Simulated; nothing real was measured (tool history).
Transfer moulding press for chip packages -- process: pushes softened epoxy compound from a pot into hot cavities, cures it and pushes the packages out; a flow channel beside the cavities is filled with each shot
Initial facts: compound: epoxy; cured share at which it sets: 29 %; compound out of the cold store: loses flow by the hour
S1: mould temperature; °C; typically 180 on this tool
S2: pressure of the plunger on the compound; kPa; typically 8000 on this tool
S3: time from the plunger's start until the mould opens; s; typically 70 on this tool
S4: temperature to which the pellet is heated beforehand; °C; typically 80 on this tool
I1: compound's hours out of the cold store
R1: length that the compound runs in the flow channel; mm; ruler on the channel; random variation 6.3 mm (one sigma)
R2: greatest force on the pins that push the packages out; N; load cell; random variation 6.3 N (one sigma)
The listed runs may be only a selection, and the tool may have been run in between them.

run 1 hour=0.0 | S1=180 S2=8000 S3=70 S4=80 | I1=23.6 | R1=584 R2=292
run 2 hour=19.0 | S1=180 S2=8000 S3=70 S4=80 | I1=45.1 | R1=500 R2=313
-- hour=27.3 cavities cleaned with cleaning compound and waxed
run 3 hour=36.3 | S1=180 S2=8000 S3=70 S4=80 | I1=8.5 | R1=651 R2=276
run 4 hour=51.2 | S1=180 S2=8000 S3=70 S4=80 | I1=29.7 | R1=558 R2=290
run 5 hour=72.5 | S1=180 S2=8000 S3=70 S4=80 | I1=39.1 | R1=512 R2=314
-- hour=91.3 cavities cleaned with cleaning compound and waxed
run 6 hour=103.4 | S1=180 S2=8000 S3=70 S4=80 | I1=44.5 | R1=486 R2=258
run 7 hour=118.6 | S1=180 S2=8000 S3=70 S4=80 | I1=9.6 | R1=640 R2=314
run 8 hour=145.9 | S1=180 S2=8000 S3=70 S4=80 | I1=11.9 | R1=615 R2=345
-- hour=154.1 cavities cleaned with cleaning compound and waxed
run 9 hour=161.1 | S1=180 S2=8000 S3=70 S4=80 | I1=10.8 | R1=623 R2=247
-- hour=171.0 plunger's sealing rings changed
run 10 hour=190.2 | S1=180 S2=8000 S3=70 S4=80 | I1=13.1 | R1=682 R2=318
run 11 hour=205.4 | S1=180 S2=8000 S3=70 S4=80 | I1=37.8 | R1=559 R2=317
-- hour=219.9 cavities cleaned with cleaning compound and waxed
run 12 hour=235.2 | S1=180 S2=8000 S3=70 S4=80 | I1=22.9 | R1=642 R2=267
run 13 hour=259.6 | S1=180 S2=8000 S3=70 S4=80 | I1=8.8 | R1=693 R2=324
run 14 hour=279.1 | S1=180 S2=8000 S3=101 S4=80 | I1=40.5 | R1=551 R2=297
-- hour=283.2 cavities cleaned with cleaning compound and waxed
run 15 hour=306.8 | S1=180 S2=8000 S3=74 S4=79 | I1=37.2 | R1=555 R2=274
run 16 hour=330.5 | S1=173 S2=8000 S3=74 S4=80 | I1=30.8 | R1=597 R2=443
-- hour=346.4 cavities cleaned with cleaning compound and waxed
run 17 hour=353.9 | S1=173 S2=8000 S3=74 S4=80 | I1=28.8 | R1=624 R2=324
run 18 hour=381.1 | S1=183 S2=8000 S3=57 S4=81 | I1=45.8 | R1=508 R2=327
run 19 hour=406.1 | S1=186 S2=8000 S3=80 S4=81 | I1=46.4 | R1=491 R2=295
-- hour=410.0 cavities cleaned with cleaning compound and waxed
run 20 hour=427.2 | S1=188 S2=8470 S3=53 S4=85 | I1=41.6 | R1=526 R2=276
run 21 hour=444.3 | S1=188 S2=8470 S3=53 S4=85 | I1=15.1 | R1=620 R2=309
run 22 hour=458.2 | S1=186 S2=6250 S3=55 S4=78 | I1=27.7 | R1=494 R2=343
-- hour=472.7 cavities cleaned with cleaning compound and waxed
run 23 hour=482.5 | S1=184 S2=8000 S3=70 S4=80 | I1=22.3 | R1=589 R2=224
run 24 hour=499.5 | S1=184 S2=6960 S3=70 S4=80 | I1=11.4 | R1=601 R2=261
run 25 hour=521.6 | S1=184 S2=6960 S3=92 S4=86 | I1=42.1 | R1=462 R2=269
-- hour=535.9 cavities cleaned with cleaning compound and waxed
run 26 hour=543.3 | S1=179 S2=6960 S3=60 S4=87 | I1=13.2 | R1=586 R2=357

Estimate the outcome of run 27 from the log above:
run 27 hour=559.6 | S1=188 S2=8000 S3=70 S4=73 | I1=9.2 | R1=? R2=?

Run 27 measured R1 633 mm, R2 253 N.
With the hidden condition absent and the run-to-run variation left alone, this run would have shown R1 692 mm, R2 199 N.

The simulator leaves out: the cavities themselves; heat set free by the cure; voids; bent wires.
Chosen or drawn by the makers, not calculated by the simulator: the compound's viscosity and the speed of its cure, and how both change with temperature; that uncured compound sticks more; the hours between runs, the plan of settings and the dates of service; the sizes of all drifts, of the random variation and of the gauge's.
